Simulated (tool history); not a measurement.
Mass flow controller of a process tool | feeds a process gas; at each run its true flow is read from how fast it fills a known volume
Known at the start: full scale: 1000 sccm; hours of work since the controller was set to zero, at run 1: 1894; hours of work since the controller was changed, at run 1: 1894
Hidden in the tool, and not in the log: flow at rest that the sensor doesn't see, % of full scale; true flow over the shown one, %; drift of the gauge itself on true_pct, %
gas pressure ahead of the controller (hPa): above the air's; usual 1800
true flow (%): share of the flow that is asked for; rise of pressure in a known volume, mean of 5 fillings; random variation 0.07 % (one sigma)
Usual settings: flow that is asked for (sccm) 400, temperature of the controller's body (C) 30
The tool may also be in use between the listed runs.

run,day,flow that is asked for (sccm),gas pressure ahead of the controller (hPa),temperature of the controller's body (C),hours of work since the controller was set to zero,hours of work since the controller was changed,true flow (%)
1,0,400,1800,30,1894,1894,97.45
2,3.796,400,1800,30,1947,1947,97.49
3,6.546,400,1800,30,1985,1985,97.38
4,10.388,400,1800,30,2038,2038,97.41
5,16.838,400,1800,30,2128,2128,97.41
6,23.325,400,1800,30,2218,2218,97.1
7,29.775,245,1800,30,2308,2308,96
8,35.917,245,1800,30,2393,2393,96.03
9,40.683,245,1800,30,2459,2459,95.93
10,43.754,245,1800,30,2501,2501,95.94
11,47.967,400,1800,31,2560,2560,97.01
12,52.533,400,1800,31,2623,2623,97.01
13,58.912,400,1800,31,2712,2712,96.92
14,63.429,400,2200,31,2775,2775,96.69
15,68.092,400,2200,31,2839,2839,96.59
16,71.371,400,2770,31,2885,2885,96.36
17,74.229,400,1920,30,2924,2924,96.68
18,80.417,400,1920,30,3010,3010,96.55
19,85.562,258,1530,21,3082,3082,95.3
20,90.896,258,1420,33,3156,3156,95.57
21,97.321,400,1940,28,3245,3245,96.36
22,101.462,400,1800,21,3302,3302,96.15
23,106.583,400,1800,21,3373,3373,96.12
24,110.254,400,1770,34,3424,3424,96.51
25,116.554,726,1630,22,3512,3512,97.73
26,120.588,726,1630,22,3568,3568,97.73
27,123.367,726,1630,22,3606,3606,97.77
28,129.4,803,2090,23,3690,3690,97.73
29,135.225,803,2090,23,3771,3771,97.69
30,138.192,400,1800,27,3812,3812,96.06
31,141.629,127,2360,32,3860,3860,91.29
32,147.675,175,1730,30,3944,3944,93.07
33,152.242,513,1570,23,4007,4007,96.5
34,155.483,513,2620,34,4052,4052,96.53
35,161.812,513,2110,25,4140,4140,96.34
36,166.321,285,1690,39,4202,4202,95.14

Measured less the same run without the tool's hidden state. The same run-to-run variation is in both; the gauge's scatter may not be:
run,true flow (%)
1,-1.35
2,-1.38
3,-1.41
4,-1.45
5,-1.51
6,-1.56
7,-2.34
8,-2.41
9,-2.48
10,-2.52
11,-1.79
12,-1.83
13,-1.89
14,-1.94
15,-1.98
16,-2.01
17,-2.03
18,-2.1
19,-2.96
20,-3.03
21,-2.25
22,-2.3
23,-2.34
24,-2.37
25,-1.67
26,-1.7
27,-1.71
28,-1.66
29,-1.69
30,-2.63
31,-6.66
32,-5.17
33,-2.33
34,-2.36
35,-2.41
36,-3.7
